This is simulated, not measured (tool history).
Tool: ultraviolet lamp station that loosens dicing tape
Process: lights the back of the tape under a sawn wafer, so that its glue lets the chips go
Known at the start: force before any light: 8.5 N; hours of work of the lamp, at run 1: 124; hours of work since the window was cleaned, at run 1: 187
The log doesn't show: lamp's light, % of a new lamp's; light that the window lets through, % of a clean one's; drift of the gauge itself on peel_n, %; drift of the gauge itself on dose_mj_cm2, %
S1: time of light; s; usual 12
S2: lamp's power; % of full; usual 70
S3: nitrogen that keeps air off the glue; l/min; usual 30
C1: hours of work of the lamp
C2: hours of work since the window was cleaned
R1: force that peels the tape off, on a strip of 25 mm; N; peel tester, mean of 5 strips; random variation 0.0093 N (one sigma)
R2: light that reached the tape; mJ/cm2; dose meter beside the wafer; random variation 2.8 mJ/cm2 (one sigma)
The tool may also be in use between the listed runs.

run	day	S1	S2	S3	C1	C2	R1	R2
1	0	12	70	30	124	187	0.584	330
2	2.004	17	70	30	158	222	0.294	450
3	4.15	17	70	30	194	258	0.283	428
4	5.729	17	70	30	221	285	0.342	419
5	7.838	17	70	30	257	321	0.367	403
6	10.388	10	70	30	301	364	1.307	223
# day 11.333: window cleaned of glue's vapour
7	12.304	12	70	30	333	16	1.093	245
8	14.912	12	70	30	377	61	1.23	232
9	16.567	12	61	30	405	89	1.689	197
10	18.608	12	70	30	440	124	1.398	213
11	21.2	12	70	30	484	168	1.534	199
12	22.838	12	70	30	512	196	1.62	194
13	24.762	12	70	12	545	229	2.886	186
# day 25.692: window cleaned of glue's vapour, once more
14	27.354	12	70	12	589	28	1.997	253
15	29.525	12	70	12	626	65	2.053	239
# day 30.529: lamp changed
16	32.038	12	70	12	26	107	1.049	364
17	33.617	12	70	12	53	134	1.1	356
18	35.529	12	70	24	85	167	0.652	342
19	38.146	12	96	30	130	211	0.28	450
20	40.758	12	96	30	174	256	0.294	431
21	43.442	12	96	30	220	302	0.343	409
22	45.862	12	70	30	261	343	0.821	285
23	47.671	12	70	30	292	374	0.894	272
# day 48.033: window cleaned of glue's vapour
24	49.804	11	93	31	328	30	0.402	377
25	51.438	10	72	12	356	58	1.832	254
26	53.25	10	72	12	386	89	1.931	246
27	55.129	10	72	12	418	121	2.07	237
28	57.267	20	65	26	455	157	0.388	418
29	58.729	6	85	56	480	182	1.679	161
30	60.304	7	86	56	507	209	1.283	183
31	61.962	22	70	11	535	237	0.715	451
32	64.112	22	70	11	571	274	0.766	434
33	66.646	11	84	28	615	317	1.155	244
# day 68.288: lamp changed
34	69.258	8	88	28	17	361	0.934	276
# day 70.429: window cleaned of glue's vapour
35	72.038	21	60	30	63	27	0.177	551
36	73.717	21	60	30	92	56	0.185	542
37	75.388	20	73	14	120	84	0.282	602
38	77.012	14	66	14	148	112	0.892	376
39	79.204	12	76	42	185	149	0.357	357
40	81.304	12	76	42	221	185	0.433	340
41	83.458	9	90	59	258	222	0.462	292
42	86.142	23	77	22	304	267	0.193	605
43	88.588	23	77	22	345	309	0.208	576

3 ways to go on from here, each from the tool as it stands after run 43. What would each give?
A	91.217	16	70	16	390	354	?	?
B	91.217	18	70	30	390	354	?	?
C	91.217	23	77	58	390	354	?	?

run	R1	R2
A	0.91	346
B	0.378	384
C	0.128	545
Without the tool's hidden state the same runs would have given:
run	R1	R2
A	0.359	517
B	0.158	575
C	0.106	817

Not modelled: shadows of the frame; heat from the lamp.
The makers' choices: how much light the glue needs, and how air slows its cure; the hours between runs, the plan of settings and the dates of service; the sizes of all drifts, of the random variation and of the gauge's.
